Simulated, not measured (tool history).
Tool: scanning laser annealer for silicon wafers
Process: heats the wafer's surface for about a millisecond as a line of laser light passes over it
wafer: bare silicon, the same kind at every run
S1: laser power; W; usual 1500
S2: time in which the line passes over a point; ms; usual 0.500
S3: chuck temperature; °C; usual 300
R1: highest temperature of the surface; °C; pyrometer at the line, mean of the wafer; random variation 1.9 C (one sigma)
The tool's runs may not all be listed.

run   hour    S1     S2   S3    R1
  1    0.0  1500  0.500  300  1082
  2   14.2  1500  0.500  300  1078
  3   20.9  1500  0.500  300  1081
  4   29.9  1500  0.500  300  1078
  5   39.6  1500  0.500  300  1078
  6   47.9  1500  0.500  300  1076
  7   58.2  1500  0.500  300  1074
  8   74.1  1500  0.500  286  1060
  9   83.5  1500  0.500  298  1074
 10   92.0  1500  0.500  298  1076
 11  102.6  1500  0.500  298  1072
 12  110.3  1500  0.500  300  1072
 13  117.6  1500  0.500  300  1074
 14  127.0  1500  0.500  300  1073
 15  139.6  1500  0.500  300  1073
 16  151.8  1500  0.500  300  1070
     161.4  -- window over the wafer cleaned
 17  161.4  1500  0.500  300  1092
 18  177.5  1500  0.500  300  1091
 19  187.5  1500  0.526  300  1115
 20  195.2  1500  0.526  300  1115
 21  207.2  1476  0.500  285  1062
 22  219.8  1476  0.500  285  1059
 23  232.3  1355  0.500  314  1011
 24  241.6  1355  0.602  291  1071
 25  255.9  1340  0.500  300   986
 26  264.6  1506  0.499  313  1105
 27  278.5  1318  0.451  314   948
 28  285.3  1318  0.602  314  1068
 29  299.9  1321  0.350  338   884
 30  312.3  1392  0.350  322   904
 31  325.5  1392  0.350  322   903
 32  340.6  1392  0.350  322   903
 33  350.9  1637  0.433  311  1111
 34  363.3  1538  0.433  311  1054
 35  375.8  1538  0.433  311  1051
 36  391.6  1538  0.433  311  1051
 37  401.8  1432  0.500  300  1041
 38  408.3  1458  0.476  298  1032
 39  418.0  1458  0.476  298  1029
 40  432.7  1458  0.476  298  1031

5 ways to go on from here, each from the tool as it stands after run 40. What would each give?
  A  445.2  1458  0.448  298   ?
  B  445.2  1458  0.438  298   ?
  C  445.2  1458  0.402  329   ?
  D  445.2  1573  0.476  298   ?
  E  445.2  1496  0.365  307   ?

run    R1
  A  1006
  B   993
  C   995
  D  1102
  E   952
Without the tool's hidden state the same runs would have given:
run    R1
  A  1026
  B  1014
  C  1015
  D  1125
  E   971
